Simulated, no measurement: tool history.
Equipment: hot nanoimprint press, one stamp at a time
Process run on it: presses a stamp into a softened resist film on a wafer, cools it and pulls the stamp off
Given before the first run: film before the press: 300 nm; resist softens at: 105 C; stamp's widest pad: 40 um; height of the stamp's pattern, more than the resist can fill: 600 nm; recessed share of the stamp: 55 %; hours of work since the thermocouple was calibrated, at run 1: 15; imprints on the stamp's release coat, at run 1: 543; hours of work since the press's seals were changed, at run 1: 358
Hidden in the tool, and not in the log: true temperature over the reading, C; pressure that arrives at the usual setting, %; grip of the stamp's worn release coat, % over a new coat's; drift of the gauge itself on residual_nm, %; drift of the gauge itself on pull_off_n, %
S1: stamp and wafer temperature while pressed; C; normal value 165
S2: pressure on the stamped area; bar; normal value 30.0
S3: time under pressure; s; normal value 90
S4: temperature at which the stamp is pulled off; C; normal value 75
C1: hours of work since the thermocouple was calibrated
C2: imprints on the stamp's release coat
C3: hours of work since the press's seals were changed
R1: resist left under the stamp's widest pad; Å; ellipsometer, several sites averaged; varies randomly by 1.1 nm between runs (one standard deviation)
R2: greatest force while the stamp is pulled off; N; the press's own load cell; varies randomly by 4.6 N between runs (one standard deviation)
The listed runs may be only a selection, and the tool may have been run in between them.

| run | hour | S1 | S2 | S3 | S4 | C1 | C2 | C3 | R1 | R2 |
|---|---|---|---|---|---|---|---|---|---|---|
| 1 | 0.0 | 165 | 30.0 | 90 | 75 | 15 | 543 | 358 | 1705 | 265 |
| 2 | 8.3 | 165 | 30.0 | 90 | 75 | 20 | 560 | 362 | 1731 | 264 |
| 3 | 15.6 | 165 | 30.0 | 90 | 75 | 23 | 574 | 366 | 1714 | 269 |
| 4 | 26.5 | 173 | 30.0 | 90 | 75 | 29 | 596 | 371 | 1180 | 272 |
| 5 | 43.1 | 165 | 30.0 | 90 | 75 | 38 | 629 | 380 | 1716 | 281 |
| 6 | 52.5 | 165 | 30.0 | 90 | 75 | 43 | 648 | 385 | 1719 | 280 |
| 7 | 65.6 | 165 | 30.0 | 90 | 75 | 49 | 674 | 392 | 1728 | 280 |
| 8 | 76.1 | 168 | 30.0 | 90 | 75 | 55 | 696 | 397 | 1492 | 288 |
| 9 | 89.4 | 165 | 19.1 | 90 | 75 | 62 | 722 | 404 | 2098 | 277 |
|  | 93.4 | plate thermocouple calibrated |
| 10 | 109.8 | 165 | 19.1 | 145 | 75 | 9 | 757 | 413 | 1873 | 284 |
| 11 | 125.5 | 165 | 34.2 | 90 | 75 | 17 | 788 | 421 | 1635 | 298 |
| 12 | 133.2 | 165 | 30.0 | 90 | 75 | 21 | 804 | 425 | 1758 | 288 |
| 13 | 141.2 | 165 | 30.0 | 90 | 75 | 25 | 820 | 429 | 1729 | 277 |
| 14 | 158.1 | 165 | 32.8 | 90 | 75 | 34 | 854 | 438 | 1652 | 290 |
| 15 | 165.5 | 165 | 32.8 | 90 | 75 | 38 | 869 | 442 | 1670 | 281 |
|  | 173.5 | plate thermocouple calibrated, once more |
| 16 | 176.5 | 161 | 32.3 | 90 | 75 | 2 | 885 | 446 | 2029 | 296 |
| 17 | 184.3 | 161 | 32.3 | 49 | 75 | 6 | 900 | 450 | 2319 | 296 |
| 18 | 192.9 | 154 | 32.3 | 53 | 75 | 10 | 917 | 455 | 2698 | 302 |
| 19 | 203.4 | 154 | 32.3 | 53 | 75 | 16 | 939 | 460 | 2704 | 305 |
| 20 | 214.2 | 176 | 32.3 | 85 | 75 | 21 | 960 | 466 | 1015 | 308 |
| 21 | 223.5 | 165 | 25.1 | 55 | 68 | 26 | 979 | 471 | 2163 | 344 |
| 22 | 238.0 | 171 | 30.0 | 53 | 75 | 34 | 1008 | 478 | 1596 | 298 |
| 23 | 248.0 | 172 | 30.0 | 133 | 75 | 39 | 1028 | 484 | 1112 | 314 |
|  | 266.3 | stamp cleaned and given a new release coat |
| 24 | 270.4 | 169 | 22.9 | 133 | 76 | 47 | 8 | 492 | 1477 | 224 |
| 25 | 286.2 | 169 | 22.9 | 86 | 70 | 56 | 40 | 500 | 1709 | 244 |

Run 26 has not been measured yet. What should we expect?
| 26 | 302.8 | 166 | 22.9 | 86 | 81 | 64 | 73 | 509 | ? | ? |

R1: 1937 Å
R2: 212 N
With no hidden state in the tool, this same run would have given R1 1879 Å, R2 206 N.
